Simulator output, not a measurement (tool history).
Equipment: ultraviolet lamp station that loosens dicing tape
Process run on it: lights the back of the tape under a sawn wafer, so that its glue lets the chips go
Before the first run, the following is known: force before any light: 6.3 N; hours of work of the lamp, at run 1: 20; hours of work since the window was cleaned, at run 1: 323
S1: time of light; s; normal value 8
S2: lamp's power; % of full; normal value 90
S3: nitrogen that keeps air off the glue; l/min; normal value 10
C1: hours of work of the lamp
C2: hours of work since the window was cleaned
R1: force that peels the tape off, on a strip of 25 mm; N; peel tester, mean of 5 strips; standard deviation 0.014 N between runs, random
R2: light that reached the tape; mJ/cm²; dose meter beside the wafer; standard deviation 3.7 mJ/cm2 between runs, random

| run | hour | S1 | S2 | S3 | C1 | C2 | R1 | R2 |
|---|---|---|---|---|---|---|---|---|
| 1 | 0.0 | 8 | 90 | 10 | 20 | 323 | 0.777 | 567 |
| 2 | 6.2 | 8 | 90 | 10 | 24 | 327 | 0.845 | 559 |
| 3 | 16.0 | 8 | 90 | 10 | 31 | 334 | 0.776 | 559 |
| 4 | 25.1 | 15 | 90 | 10 | 37 | 340 | 0.327 | 1041 |
| 5 | 30.1 | 15 | 90 | 10 | 40 | 343 | 0.319 | 1044 |
| 6 | 41.8 | 14 | 90 | 9 | 48 | 351 | 0.365 | 969 |
| 7 | 49.6 | 14 | 90 | 9 | 53 | 356 | 0.365 | 957 |
| 8 | 60.3 | 8 | 87 | 11 | 60 | 363 | 0.845 | 524 |
| 9 | 67.5 | 8 | 84 | 6 | 65 | 368 | 1.270 | 509 |
| 10 | 73.0 | 8 | 84 | 6 | 69 | 372 | 1.260 | 503 |

Branching from run 10: 5 alternative next runs. What would each branch give?
|  | 77.8 | window cleaned of glue's vapour |
| A | 82.1 | 7 | 90 | 10 | 74 | 3 | ? | ? |
|  | 77.8 | window cleaned of glue's vapour |
| B | 82.1 | 11 | 99 | 5 | 74 | 3 | ? | ? |
|  | 77.8 | window cleaned of glue's vapour |
| C | 82.1 | 8 | 69 | 14 | 74 | 3 | ? | ? |
|  | 77.8 | window cleaned of glue's vapour |
| D | 82.1 | 5 | 83 | 5 | 74 | 3 | ? | ? |
|  | 77.8 | window cleaned of glue's vapour |
| E | 82.1 | 8 | 84 | 17 | 74 | 3 | ? | ? |

| run | R1 | R2 |
|---|---|---|
| A | 0.923 | 522 |
| B | 0.526 | 901 |
| C | 0.946 | 456 |
| D | 2.197 | 342 |
| E | 0.629 | 558 |
What these runs would have given with no unlogged condition in the tool:
| run | R1 | R2 |
|---|---|---|
| A | 0.846 | 550 |
| B | 0.481 | 950 |
| C | 0.869 | 480 |
| D | 2.081 | 361 |
| E | 0.574 | 588 |
